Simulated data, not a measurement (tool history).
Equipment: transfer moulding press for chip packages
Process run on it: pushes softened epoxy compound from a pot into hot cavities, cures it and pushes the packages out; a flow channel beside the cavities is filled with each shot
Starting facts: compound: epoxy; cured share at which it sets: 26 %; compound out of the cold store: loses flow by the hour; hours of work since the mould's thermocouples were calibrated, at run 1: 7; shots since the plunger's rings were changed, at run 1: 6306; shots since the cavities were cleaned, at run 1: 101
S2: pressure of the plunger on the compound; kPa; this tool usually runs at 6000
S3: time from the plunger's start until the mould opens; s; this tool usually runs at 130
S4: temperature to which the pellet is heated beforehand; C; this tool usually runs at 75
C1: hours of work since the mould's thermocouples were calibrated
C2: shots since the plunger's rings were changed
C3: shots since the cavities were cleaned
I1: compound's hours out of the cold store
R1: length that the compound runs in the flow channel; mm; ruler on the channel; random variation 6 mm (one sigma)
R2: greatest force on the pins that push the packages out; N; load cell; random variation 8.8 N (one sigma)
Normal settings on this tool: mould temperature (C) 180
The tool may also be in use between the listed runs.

run 1 day=0 | mould_temperature_(C)=180 S2=6000 S3=130 S4=75 | C1=7 C2=6306 C3=101 | I1=14.9 | R1=881 R2=444
run 2 day=0.771 | mould_temperature_(C)=180 S2=6000 S3=130 S4=75 | C1=18 C2=6487 C3=282 | I1=33.1 | R1=784 R2=457
-- day=1.762 plunger's sealing rings changed
run 3 day=2.133 | mould_temperature_(C)=180 S2=6000 S3=130 S4=75 | C1=37 C2=87 C3=578 | I1=43.5 | R1=849 R2=523
run 4 day=3.546 | mould_temperature_(C)=180 S2=6000 S3=130 S4=75 | C1=59 C2=419 C3=910 | I1=34.7 | R1=875 R2=549
run 5 day=4.375 | mould_temperature_(C)=180 S2=6000 S3=130 S4=75 | C1=71 C2=615 C3=1106 | I1=10.8 | R1=1026 R2=567
-- day=4.629 cavities cleaned with cleaning compound and waxed
run 6 day=5.254 | mould_temperature_(C)=180 S2=6000 S3=130 S4=75 | C1=84 C2=807 C3=148 | I1=23 | R1=944 R2=431
run 7 day=5.954 | mould_temperature_(C)=180 S2=6000 S3=130 S4=75 | C1=94 C2=971 C3=312 | I1=26.2 | R1=930 R2=471
run 8 day=7.2 | mould_temperature_(C)=180 S2=6000 S3=130 S4=75 | C1=113 C2=1264 C3=605 | I1=17.1 | R1=967 R2=516
run 9 day=8.658 | mould_temperature_(C)=180 S2=6000 S3=130 S4=75 | C1=135 C2=1607 C3=948 | I1=37.8 | R1=851 R2=565
run 10 day=9.321 | mould_temperature_(C)=180 S2=6000 S3=130 S4=71 | C1=145 C2=1762 C3=1103 | I1=19 | R1=946 R2=565
-- day=9.6 cavities cleaned with cleaning compound and waxed
run 11 day=10.508 | mould_temperature_(C)=180 S2=6000 S3=121 S4=75 | C1=163 C2=2028 C3=214 | I1=41.1 | R1=834 R2=470
run 12 day=11.742 | mould_temperature_(C)=180 S2=6000 S3=121 S4=75 | C1=181 C2=2318 C3=504 | I1=44.7 | R1=795 R2=516
run 13 day=12.838 | mould_temperature_(C)=179 S2=6340 S3=130 S4=75 | C1=198 C2=2575 C3=761 | I1=9.9 | R1=1022 R2=588
run 14 day=14.025 | mould_temperature_(C)=179 S2=6340 S3=130 S4=75 | C1=216 C2=2854 C3=1040 | I1=15.6 | R1=968 R2=591
-- day=14.592 cavities cleaned with cleaning compound and waxed
run 15 day=14.854 | mould_temperature_(C)=179 S2=6340 S3=130 S4=80 | C1=227 C2=3034 C3=61 | I1=41.9 | R1=841 R2=423
run 16 day=15.892 | mould_temperature_(C)=179 S2=6340 S3=130 S4=80 | C1=243 C2=3278 C3=305 | I1=44.8 | R1=812 R2=489
run 17 day=16.533 | mould_temperature_(C)=172 S2=4550 S3=138 S4=75 | C1=253 C2=3430 C3=457 | I1=30 | R1=759 R2=657
run 18 day=17.538 | mould_temperature_(C)=176 S2=5200 S3=170 S4=75 | C1=268 C2=3665 C3=692 | I1=30.7 | R1=801 R2=490
run 19 day=18.454 | mould_temperature_(C)=180 S2=6000 S3=130 S4=84 | C1=282 C2=3881 C3=908 | I1=17.4 | R1=918 R2=583
-- day=19.542 cavities cleaned with cleaning compound and waxed
run 20 day=19.983 | mould_temperature_(C)=180 S2=6000 S3=143 S4=75 | C1=304 C2=4226 C3=103 | I1=34.2 | R1=831 R2=425
run 21 day=20.796 | mould_temperature_(C)=180 S2=6000 S3=143 S4=75 | C1=317 C2=4417 C3=294 | I1=13.4 | R1=925 R2=452
run 22 day=22.121 | mould_temperature_(C)=180 S2=6000 S3=143 S4=75 | C1=337 C2=4729 C3=606 | I1=40.2 | R1=786 R2=499

Here are 5 independent what-if runs from the current tool condition. What would each one return?
run A day=23.471 | mould_temperature_(C)=178 S2=5440 S3=130 S4=66 | C1=357 C2=5046 C3=923 | I1=43.3 | R1=? R2=?
run B day=23.471 | mould_temperature_(C)=180 S2=6500 S3=137 S4=75 | C1=357 C2=5046 C3=923 | I1=45.7 | R1=? R2=?
run C day=23.471 | mould_temperature_(C)=180 S2=4630 S3=146 S4=69 | C1=357 C2=5046 C3=923 | I1=26.4 | R1=? R2=?
run D day=23.471 | mould_temperature_(C)=183 S2=4890 S3=143 S4=75 | C1=357 C2=5046 C3=923 | I1=23.8 | R1=? R2=?
run E day=23.471 | mould_temperature_(C)=180 S2=6720 S3=143 S4=75 | C1=357 C2=5046 C3=923 | I1=28.2 | R1=? R2=?

run=A R1=736 R2=624
run=B R1=774 R2=534
run=C R1=744 R2=525
run=D R1=770 R2=524
run=E R1=889 R2=530
Without the tool's hidden state the same runs would have given:
run=A R1=813 R2=434
run=B R1=856 R2=374
run=C R1=822 R2=372
run=D R1=852 R2=374
run=E R1=982 R2=372
